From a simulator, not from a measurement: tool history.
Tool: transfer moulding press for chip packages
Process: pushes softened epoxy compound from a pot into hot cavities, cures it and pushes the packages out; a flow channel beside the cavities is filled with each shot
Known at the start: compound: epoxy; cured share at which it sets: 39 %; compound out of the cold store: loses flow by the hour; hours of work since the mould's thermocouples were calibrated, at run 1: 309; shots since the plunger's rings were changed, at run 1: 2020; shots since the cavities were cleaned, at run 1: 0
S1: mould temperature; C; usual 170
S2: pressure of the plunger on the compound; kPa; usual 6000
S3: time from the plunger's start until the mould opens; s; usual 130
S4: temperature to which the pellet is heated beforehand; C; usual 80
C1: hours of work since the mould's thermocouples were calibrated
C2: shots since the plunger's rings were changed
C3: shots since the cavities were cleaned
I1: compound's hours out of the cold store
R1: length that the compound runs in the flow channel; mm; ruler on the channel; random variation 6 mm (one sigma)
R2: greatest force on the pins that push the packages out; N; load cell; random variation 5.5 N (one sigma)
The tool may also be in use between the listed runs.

run,hour,S1,S2,S3,S4,C1,C2,C3,I1,R1,R2
1,0.0,170,6000,130,80,309,2020,0,24.6,647,203
2,19.9,170,6000,130,80,317,2141,121,25.4,656,209
3,41.4,170,6000,130,80,326,2271,251,47.1,600,223
4,53.5,170,6000,130,80,331,2344,324,23.6,651,244
5,78.4,170,6000,130,80,342,2495,475,39.7,625,260
6,95.3,162,6000,130,80,349,2598,578,35.2,651,404
7,111.7,170,6000,130,80,356,2697,677,24.0,654,275
8,123.8,170,6000,130,80,361,2770,750,31.7,644,283
9,146.3,170,6000,130,80,371,2907,887,23.8,640,286
10,160.2,170,6000,130,80,377,2991,971,19.5,656,290
11,179.0,170,6000,130,80,384,3105,1085,41.8,613,292
# hour 194.0: cavities cleaned with cleaning compound and waxed
12,194.3,170,6000,130,80,390,3188,2,28.4,630,189
13,217.9,170,4990,163,77,400,3331,145,39.2,563,187
14,241.3,170,4990,163,77,410,3473,287,40.0,560,201
15,262.3,170,5380,119,77,419,3600,414,37.5,577,277
16,281.8,162,6000,130,76,427,3718,532,47.6,621,400
17,300.4,170,6000,130,76,435,3831,645,47.0,597,260
18,321.2,170,6000,130,76,444,3957,771,44.4,593,277

Forecast each of these 3 alternatives for the next run:
A,340.3,170,7050,129,80,452,4073,887,37.8,?,?
B,340.3,171,6000,124,71,452,4073,887,47.7,?,?
C,340.3,170,5040,130,80,452,4073,887,27.4,?,?

run,R1,R2
A,669,292
B,605,298
C,580,288
Without the tool's hidden state the same runs would have given:
run,R1,R2
A,708,196
B,641,202
C,614,193
